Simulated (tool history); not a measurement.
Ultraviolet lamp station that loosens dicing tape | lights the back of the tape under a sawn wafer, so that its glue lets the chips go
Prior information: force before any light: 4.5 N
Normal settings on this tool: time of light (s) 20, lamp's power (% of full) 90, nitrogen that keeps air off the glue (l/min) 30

run,day,time of light (s),lamp's power (% of full),nitrogen that keeps air off the glue (l/min),force that peels the tape off (N),light that reached the tape (mJ/cm²)
1,0,20,90,30,0.399,304
2,1.146,20,61,30,0.757,202
3,2.042,20,61,30,0.816,202
4,2.871,20,60,30,0.832,195
5,3.404,16,90,30,0.659,228
6,4.358,20,73,30,0.654,228
7,5.329,20,73,30,0.646,227
8,6.483,10,90,30,1.32,137
9,7.062,10,90,30,1.287,139
10,8.025,20,90,30,0.489,279
11,8.612,20,90,26,0.51,269
12,9.333,20,90,26,0.517,270
13,10,20,90,26,0.544,265
14,10.538,20,90,26,0.542,265
15,11.517,20,90,26,0.533,262
16,12.104,20,90,30,0.527,254
17,13.304,20,90,30,0.547,252
18,14.288,20,90,30,0.563,251
19,15.038,20,90,30,0.575,245
20,15.738,20,90,30,0.574,246
21,16.75,20,90,30,0.587,241
22,17.817,37,90,30,0.214,447
23,18.688,22,70,31,0.803,204
# day 19.175: window cleaned of glue's vapour
24,19.267,22,70,31,0.631,225
25,19.788,23,64,42,0.678,212
26,20.371,13,62,39,1.579,115
27,21.342,23,70,33,0.611,233
28,21.917,13,90,16,1.215,167
29,22.696,13,90,16,1.237,167
30,23.517,22,67,24,0.781,204
31,24.658,20,97,53,0.439,267
32,25.788,20,97,53,0.451,261
33,26.512,27,69,23,0.615,247
34,27.292,15,62,14,1.739,122
35,28.246,15,62,14,1.752,124
36,29.025,31,83,10,0.498,328
37,29.717,31,82,35,0.356,326
38,30.633,20,93,22,0.708,230
39,31.45,22,85,28,0.662,236
40,32.45,24,77,24,0.676,221
41,33.192,11,77,53,1.667,103
42,34.246,20,65,11,1.422,156
43,34.95,11,60,11,2.509,72

Had the tool no unlogged condition, and each run kept its random variation, what would the results have been?
Hidden conditions of the tool in this case: lamp's light, % of a new lamp's; light that the window lets through, % of a clean one's; drift of the gauge itself on peel_n, %; drift of the gauge itself on dose_mj_cm2, %.
run,force that peels the tape off (N),light that reached the tape (mJ/cm²)
1,0.37,317
2,0.691,214
3,0.732,217
4,0.734,212
5,0.57,250
6,0.554,252
7,0.535,255
8,1.129,156
9,1.09,159
10,0.378,322
11,0.39,315
12,0.388,318
13,0.401,316
14,0.396,318
15,0.38,319
16,0.37,313
17,0.374,314
18,0.377,318
19,0.38,314
20,0.374,318
21,0.371,315
22,0.168,593
23,0.494,274
24,0.466,269
25,0.495,256
26,1.27,139
27,0.431,286
28,0.919,207
29,0.921,208
30,0.535,258
31,0.289,343
32,0.288,341
33,0.385,326
34,1.291,163
35,1.284,166
36,0.294,449
37,0.227,450
38,0.403,324
39,0.366,333
40,0.362,319
41,1.09,149
42,0.865,230
43,1.901,111
